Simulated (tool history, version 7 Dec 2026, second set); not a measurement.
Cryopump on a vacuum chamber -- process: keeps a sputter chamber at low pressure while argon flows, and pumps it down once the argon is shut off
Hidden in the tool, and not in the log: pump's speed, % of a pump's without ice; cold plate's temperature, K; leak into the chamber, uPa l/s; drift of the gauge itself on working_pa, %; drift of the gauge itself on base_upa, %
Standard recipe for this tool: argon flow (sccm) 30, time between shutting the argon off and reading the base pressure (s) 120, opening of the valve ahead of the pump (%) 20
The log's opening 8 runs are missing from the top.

run   hour  argon flow (sccm)  time between shutting the argon off and reading the base pressure (s)  opening of the valve ahead of the pump (%)  hours of work since the pump was warmed up and emptied  hours of work since the cold head was overhauled  hours of work since the chamber's fittings were tightened  pressure while argon flows (Pa)  pressure after the wait (uPa)
  9  208.7                 30                                                                    120                                          20                                                     625                                               625                                                        407                           0.1287                           1.05
 10  235.6                 30                                                                    120                                          20                                                     638                                               638                                                        420                           0.1303                           1.03
 11  271.5                 30                                                                    120                                          28                                                     656                                               656                                                        438                            0.094                           1.09
 12  307.7                 30                                                                    120                                          28                                                     674                                               674                                                        456                           0.0924                           1.08
 13  325.4                 30                                                                    120                                          19                                                     683                                               683                                                        465                           0.1353                            1.1
 14  354.8                 30                                                                    120                                          20                                                     698                                               698                                                        480                           0.1297                           1.13
 15  382.2                 30                                                                    120                                          20                                                     712                                               712                                                        494                           0.1274                           1.12
 16    408                 30                                                                    120                                          20                                                     724                                               724                                                        507                           0.1297                           1.19
 17    444                 30                                                                    120                                          34                                                     742                                               742                                                        525                            0.078                           1.18
 18  459.7                 30                                                                    120                                          34                                                     750                                               750                                                        532                           0.0772                            1.2
 19  493.2                 30                                                                    120                                          34                                                     767                                               767                                                        549                           0.0767                           1.19
 20    514                 30                                                                    120                                          34                                                     777                                               777                                                        560                           0.0784                           1.25
 21  551.3                 30                                                                    120                                          34                                                     796                                               796                                                        578                           0.0777                           1.26
 22  567.6                 30                                                                    120                                          34                                                     804                                               804                                                        586                           0.0775                           1.28
 23  599.6                 32                                                                     51                                          27                                                     820                                               820                                                        602                           0.1032                           1.67
 24  635.8                 32                                                                     51                                          27                                                     838                                               838                                                        620                            0.103                           1.68
 25    662                 24                                                                     51                                          15                                                     851                                               851                                                        633                           0.1386                           1.69
 26  693.6                 13                                                                     29                                          25                                                     867                                               867                                                        649                           0.0448                           2.23
 27  710.7                 31                                                                    120                                          52                                                     876                                               876                                                        658                           0.0549                           1.34
 28  730.1                 20                                                                     27                                          20                                                     885                                               885                                                        667                           0.0866                            2.3
 29  753.2                 16                                                                     20                                          20                                                     897                                               897                                                        679                           0.0702                           2.81
 30  780.9                 16                                                                     20                                          20                                                     911                                               911                                                        693                           0.0695                            2.8
 31  805.2                 16                                                                     20                                          20                                                     923                                               923                                                        705                           0.0688                           2.84
 32  821.6                 54                                                                     20                                          18                                                     931                                               931                                                        713                           0.2608                           2.84
 33  843.2                 41                                                                     52                                          37                                                     942                                               942                                                        724                           0.0994                           1.91

Here are 4 independent what-if runs from the current tool condition. What would each one return?
  A  868.5                 41                                                                    172                                          26                                                     954                                               954                                                        737                                ?                              ?
  B  868.5                 14                                                                     59                                          28                                                     954                                               954                                                        737                                ?                              ?
  C  868.5                 41                                                                    130                                          37                                                     954                                               954                                                        737                                ?                              ?
  D  868.5                 30                                                                    120                                          15                                                     954                                               954                                                        737                                ?                              ?

run  pressure while argon flows (Pa)  pressure after the wait (uPa)
  A                           0.1393                           1.36
  B                            0.044                           1.78
  C                           0.1001                           1.48
  D                            0.173                           1.49
With no hidden state in the tool, these same runs would have given:
run  pressure while argon flows (Pa)  pressure after the wait (uPa)
  A                           0.1328                           0.31
  B                           0.0418                           0.71
  C                           0.0936                            0.4
  D                           0.1682                           0.44
